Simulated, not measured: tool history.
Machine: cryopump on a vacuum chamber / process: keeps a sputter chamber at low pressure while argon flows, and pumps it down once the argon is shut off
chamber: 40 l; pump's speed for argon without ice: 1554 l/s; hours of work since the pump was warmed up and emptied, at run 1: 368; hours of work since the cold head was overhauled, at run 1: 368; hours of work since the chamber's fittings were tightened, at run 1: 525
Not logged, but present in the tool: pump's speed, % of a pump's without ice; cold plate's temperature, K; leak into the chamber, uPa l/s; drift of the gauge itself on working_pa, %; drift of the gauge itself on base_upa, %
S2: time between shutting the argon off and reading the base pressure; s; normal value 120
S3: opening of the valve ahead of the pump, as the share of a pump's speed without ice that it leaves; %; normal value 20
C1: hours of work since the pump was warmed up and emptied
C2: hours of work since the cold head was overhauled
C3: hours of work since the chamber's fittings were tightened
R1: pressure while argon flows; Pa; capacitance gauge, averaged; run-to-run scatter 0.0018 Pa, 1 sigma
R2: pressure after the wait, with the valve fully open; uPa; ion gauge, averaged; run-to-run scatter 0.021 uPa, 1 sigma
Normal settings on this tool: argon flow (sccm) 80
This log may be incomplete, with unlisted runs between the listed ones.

run 1 day=0 | argon_flow_(sccm)=80 S2=120 S3=20 | C1=368 C2=368 C3=525 | R1=0.445 R2=0.68
run 2 day=1.179 | argon_flow_(sccm)=80 S2=120 S3=20 | C1=382 C2=382 C3=539 | R1=0.44 R2=0.7
run 3 day=2.175 | argon_flow_(sccm)=80 S2=120 S3=20 | C1=395 C2=395 C3=552 | R1=0.445 R2=0.67
run 4 day=3.304 | argon_flow_(sccm)=80 S2=120 S3=20 | C1=409 C2=409 C3=566 | R1=0.4427 R2=0.69
run 5 day=4.692 | argon_flow_(sccm)=80 S2=120 S3=20 | C1=426 C2=426 C3=583 | R1=0.4437 R2=0.73
run 6 day=5.588 | argon_flow_(sccm)=80 S2=120 S3=20 | C1=437 C2=437 C3=595 | R1=0.4486 R2=0.7
run 7 day=6.346 | argon_flow_(sccm)=100 S2=120 S3=20 | C1=447 C2=447 C3=604 | R1=0.5612 R2=0.76
run 8 day=7.042 | argon_flow_(sccm)=100 S2=120 S3=20 | C1=455 C2=455 C3=613 | R1=0.5581 R2=0.7
run 9 day=8.021 | argon_flow_(sccm)=80 S2=120 S3=20 | C1=468 C2=468 C3=625 | R1=0.4462 R2=0.73
run 10 day=9.379 | argon_flow_(sccm)=80 S2=120 S3=20 | C1=485 C2=485 C3=642 | R1=0.4469 R2=0.69
run 11 day=10.746 | argon_flow_(sccm)=80 S2=120 S3=20 | C1=502 C2=502 C3=659 | R1=0.4495 R2=0.77
run 12 day=11.692 | argon_flow_(sccm)=80 S2=120 S3=20 | C1=514 C2=514 C3=671 | R1=0.4539 R2=0.77
run 13 day=12.783 | argon_flow_(sccm)=52 S2=120 S3=20 | C1=527 C2=527 C3=684 | R1=0.2937 R2=0.82
run 14 day=13.896 | argon_flow_(sccm)=52 S2=120 S3=20 | C1=541 C2=541 C3=698 | R1=0.2925 R2=0.8
run 15 day=15.075 | argon_flow_(sccm)=52 S2=120 S3=20 | C1=556 C2=556 C3=713 | R1=0.2937 R2=0.83
run 16 day=16.729 | argon_flow_(sccm)=52 S2=120 S3=20 | C1=577 C2=577 C3=734 | R1=0.2946 R2=0.85
run 17 day=18.171 | argon_flow_(sccm)=52 S2=120 S3=20 | C1=594 C2=594 C3=752 | R1=0.2951 R2=0.81
run 18 day=19.171 | argon_flow_(sccm)=80 S2=27 S3=20 | C1=607 C2=607 C3=764 | R1=0.4564 R2=1.49
run 19 day=20.558 | argon_flow_(sccm)=80 S2=27 S3=20 | C1=624 C2=624 C3=781 | R1=0.4504 R2=1.53
run 20 day=21.629 | argon_flow_(sccm)=80 S2=59 S3=25 | C1=638 C2=638 C3=795 | R1=0.3631 R2=1.05
run 21 day=23.067 | argon_flow_(sccm)=80 S2=59 S3=52 | C1=656 C2=656 C3=813 | R1=0.1872 R2=1.02
run 22 day=23.904 | argon_flow_(sccm)=113 S2=227 S3=25 | C1=666 C2=666 C3=823 | R1=0.5212 R2=0.78
run 23 day=25.062 | argon_flow_(sccm)=105 S2=97 S3=25 | C1=681 C2=681 C3=838 | R1=0.4877 R2=0.95
run 24 day=26.696 | argon_flow_(sccm)=82 S2=60 S3=15 | C1=701 C2=701 C3=858 | R1=0.6148 R2=1.06
run 25 day=28.242 | argon_flow_(sccm)=82 S2=38 S3=48 | C1=720 C2=720 C3=877 | R1=0.2102 R2=1.31
run 26 day=28.996 | argon_flow_(sccm)=82 S2=38 S3=48 | C1=730 C2=730 C3=887 | R1=0.2109 R2=1.29
run 27 day=30.021 | argon_flow_(sccm)=82 S2=38 S3=48 | C1=743 C2=743 C3=900 | R1=0.2118 R2=1.38
run 28 day=30.704 | argon_flow_(sccm)=62 S2=79 S3=18 | C1=751 C2=751 C3=908 | R1=0.3928 R2=1.03
run 29 day=31.575 | argon_flow_(sccm)=62 S2=79 S3=18 | C1=762 C2=762 C3=919 | R1=0.3955 R2=1
run 30 day=33.046 | argon_flow_(sccm)=73 S2=287 S3=55 | C1=780 C2=780 C3=937 | R1=0.1692 R2=0.86
run 31 day=34.558 | argon_flow_(sccm)=55 S2=24 S3=33 | C1=799 C2=799 C3=956 | R1=0.1997 R2=1.73
run 32 day=35.946 | argon_flow_(sccm)=98 S2=74 S3=20 | C1=817 C2=817 C3=974 | R1=0.5649 R2=1.09
run 33 day=37.512 | argon_flow_(sccm)=44 S2=182 S3=35 | C1=836 C2=836 C3=993 | R1=0.1523 R2=0.97
run 34 day=38.396 | argon_flow_(sccm)=44 S2=119 S3=38 | C1=847 C2=847 C3=1004 | R1=0.1421 R2=1.03

Measured result minus the same run's result without the hidden state. Both carry the same run-to-run variation, though not necessarily the same gauge scatter:
run=1 R1=+0.0101 R2=+0.3
run=2 R1=+0.0105 R2=+0.3
run=3 R1=+0.011 R2=+0.31
run=4 R1=+0.0114 R2=+0.33
run=5 R1=+0.0121 R2=+0.33
run=6 R1=+0.0126 R2=+0.33
run=7 R1=+0.0161 R2=+0.34
run=8 R1=+0.0163 R2=+0.33
run=9 R1=+0.0134 R2=+0.35
run=10 R1=+0.014 R2=+0.36
run=11 R1=+0.0147 R2=+0.39
run=12 R1=+0.0152 R2=+0.37
run=13 R1=+0.0102 R2=+0.39
run=14 R1=+0.0104 R2=+0.4
run=15 R1=+0.0109 R2=+0.42
run=16 R1=+0.0113 R2=+0.43
run=17 R1=+0.0118 R2=+0.44
run=18 R1=+0.0187 R2=+0.45
run=19 R1=+0.0191 R2=+0.46
run=20 R1=+0.0196 R2=+0.46
run=21 R1=+0.0205 R2=+0.46
run=22 R1=+0.0297 R2=+0.48
run=23 R1=+0.0285 R2=+0.49
run=24 R1=+0.0229 R2=+0.5
run=25 R1=+0.024 R2=+0.52
run=26 R1=+0.0244 R2=+0.52
run=27 R1=+0.025 R2=+0.54
run=28 R1=+0.0191 R2=+0.55
run=29 R1=+0.0196 R2=+0.54
run=30 R1=+0.0237 R2=+0.58
run=31 R1=+0.0184 R2=+0.57
run=32 R1=+0.0336 R2=+0.59
run=33 R1=+0.0156 R2=+0.61
run=34 R1=+0.0158 R2=+0.63
